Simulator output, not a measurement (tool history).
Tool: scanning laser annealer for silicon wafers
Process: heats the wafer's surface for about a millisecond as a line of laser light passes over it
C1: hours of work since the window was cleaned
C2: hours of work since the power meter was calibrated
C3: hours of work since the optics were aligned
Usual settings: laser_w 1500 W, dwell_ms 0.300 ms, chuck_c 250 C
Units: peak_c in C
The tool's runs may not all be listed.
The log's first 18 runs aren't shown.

{"run": 19, "hour": 831.5, "laser_w": 1500, "dwell_ms": 0.242, "chuck_c": 250, "C1": 243, "C2": 1038, "C3": 110, "peak_c": 909}
{"run": 20, "hour": 894.0, "laser_w": 1500, "dwell_ms": 0.341, "chuck_c": 250, "C1": 290, "C2": 1084, "C3": 157, "peak_c": 1021}
{"run": 21, "hour": 921.7, "laser_w": 1362, "dwell_ms": 0.341, "chuck_c": 250, "C1": 311, "C2": 1105, "C3": 177, "peak_c": 928}
{"run": 22, "hour": 971.7, "laser_w": 1446, "dwell_ms": 0.3, "chuck_c": 219, "C1": 348, "C2": 1142, "C3": 215, "peak_c": 910}
{"run": 23, "hour": 1036.9, "laser_w": 1446, "dwell_ms": 0.3, "chuck_c": 219, "C1": 397, "C2": 1191, "C3": 263, "peak_c": 908}
{"run": 24, "hour": 1088.9, "laser_w": 1446, "dwell_ms": 0.358, "chuck_c": 219, "C1": 435, "C2": 1230, "C3": 302, "peak_c": 966}
{"run": 25, "hour": 1154.2, "laser_w": 1446, "dwell_ms": 0.358, "chuck_c": 219, "C1": 484, "C2": 1279, "C3": 351, "peak_c": 959}
{"run": 26, "hour": 1204.9, "laser_w": 1537, "dwell_ms": 0.323, "chuck_c": 246, "C1": 522, "C2": 1317, "C3": 389, "peak_c": 1007}
{"hour": 1212.5, "done": "laser's power meter calibrated"}
{"run": 27, "hour": 1254.9, "laser_w": 1588, "dwell_ms": 0.291, "chuck_c": 226, "C1": 557, "C2": 32, "C3": 424, "peak_c": 980}
{"run": 28, "hour": 1297.7, "laser_w": 1588, "dwell_ms": 0.291, "chuck_c": 226, "C1": 589, "C2": 64, "C3": 456, "peak_c": 980}
{"hour": 1341.8, "done": "laser's power meter calibrated, once more"}
{"run": 29, "hour": 1350.1, "laser_w": 1588, "dwell_ms": 0.291, "chuck_c": 226, "C1": 626, "C2": 6, "C3": 493, "peak_c": 970}
{"run": 30, "hour": 1377.4, "laser_w": 1377, "dwell_ms": 0.365, "chuck_c": 220, "C1": 647, "C2": 27, "C3": 513, "peak_c": 907}
{"run": 31, "hour": 1424.2, "laser_w": 1377, "dwell_ms": 0.296, "chuck_c": 231, "C1": 682, "C2": 62, "C3": 548, "peak_c": 853}
{"run": 32, "hour": 1487.1, "laser_w": 1377, "dwell_ms": 0.307, "chuck_c": 231, "C1": 729, "C2": 109, "C3": 595, "peak_c": 860}
{"run": 33, "hour": 1545.2, "laser_w": 1337, "dwell_ms": 0.297, "chuck_c": 264, "C1": 772, "C2": 152, "C3": 639, "peak_c": 858}
{"run": 34, "hour": 1597.3, "laser_w": 1400, "dwell_ms": 0.297, "chuck_c": 218, "C1": 811, "C2": 191, "C3": 678, "peak_c": 843}
{"run": 35, "hour": 1630.2, "laser_w": 1499, "dwell_ms": 0.337, "chuck_c": 230, "C1": 836, "C2": 216, "C3": 702, "peak_c": 950}
{"run": 36, "hour": 1680.0, "laser_w": 1390, "dwell_ms": 0.261, "chuck_c": 244, "C1": 873, "C2": 253, "C3": 740, "peak_c": 826}
{"run": 37, "hour": 1723.5, "laser_w": 1390, "dwell_ms": 0.261, "chuck_c": 244, "C1": 905, "C2": 285, "C3": 772, "peak_c": 826}
{"hour": 1764.9, "done": "optics aligned, line set to its width"}
{"run": 38, "hour": 1777.8, "laser_w": 1479, "dwell_ms": 0.249, "chuck_c": 271, "C1": 942, "C2": 322, "C3": 10, "peak_c": 892}
{"run": 39, "hour": 1828.8, "laser_w": 1500, "dwell_ms": 0.226, "chuck_c": 240, "C1": 980, "C2": 360, "C3": 48, "peak_c": 842}
{"hour": 1836.1, "done": "window over the wafer cleaned"}
{"run": 40, "hour": 1861.7, "laser_w": 1500, "dwell_ms": 0.226, "chuck_c": 240, "C1": 19, "C2": 383, "C3": 71, "peak_c": 889}

Forecast each of these 3 alternatives for the next run:
{"run": "A", "hour": 1891.1, "laser_w": 1538, "dwell_ms": 0.344, "chuck_c": 282, "C1": 41, "C2": 405, "C3": 93, "peak_c": "?"}
{"run": "B", "hour": 1891.1, "laser_w": 1411, "dwell_ms": 0.317, "chuck_c": 245, "C1": 41, "C2": 405, "C3": 93, "peak_c": "?"}
{"run": "C", "hour": 1891.1, "laser_w": 1307, "dwell_ms": 0.35, "chuck_c": 244, "C1": 41, "C2": 405, "C3": 93, "peak_c": "?"}

run=A peak_c=1090
run=B peak_c=943
run=C peak_c=904
Without the tool's hidden state the same runs would have given:
run=A peak_c=1094
run=B peak_c=947
run=C peak_c=908
